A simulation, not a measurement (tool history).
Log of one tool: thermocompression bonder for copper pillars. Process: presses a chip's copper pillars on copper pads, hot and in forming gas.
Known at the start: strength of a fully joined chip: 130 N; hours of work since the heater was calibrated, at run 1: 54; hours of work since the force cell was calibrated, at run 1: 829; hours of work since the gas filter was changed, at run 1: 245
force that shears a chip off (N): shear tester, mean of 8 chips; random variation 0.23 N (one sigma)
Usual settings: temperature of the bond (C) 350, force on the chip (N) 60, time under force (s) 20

run	hour	temperature of the bond (C)	force on the chip (N)	time under force (s)	hours of work since the heater was calibrated	hours of work since the force cell was calibrated	hours of work since the gas filter was changed	force that shears a chip off (N)
1	0	350	60	20	54	829	245	68.4
2	54.8	350	60	20	96	871	287	68.6
3	149.6	344	60	20	169	945	361	63.9
4	221.4	344	60	20	225	1000	416	64.3
# hour 229.4: forming gas filter changed
5	275.8	344	60	20	267	1042	36	63.9
6	346.6	350	60	20	322	1097	91	69.1
7	427.8	350	60	54	384	1159	154	92.6
8	517.8	350	60	54	454	1229	223	92.7
9	569.2	350	60	54	494	1269	263	92
10	623.2	350	60	54	536	1311	305	92.7
11	701.2	350	60	20	596	1371	365	68.8
# hour 772: forming gas filter changed
12	786.1	350	60	20	661	1436	11	69.2
13	839.5	350	60	20	703	1478	52	69
14	902.3	350	60	20	751	1526	101	68.8
# hour 965.1: heater calibrated with a thermocouple chip
15	978.9	365	66	33	11	1584	159	97.2

The next listed run, before its measurement:
16	1045	358	78	38	62	1635	210	?

Run 16 gave force that shears a chip off (N) 102.5.
Without the tool's hidden state the same run would have given force that shears a chip off (N) 101.4.
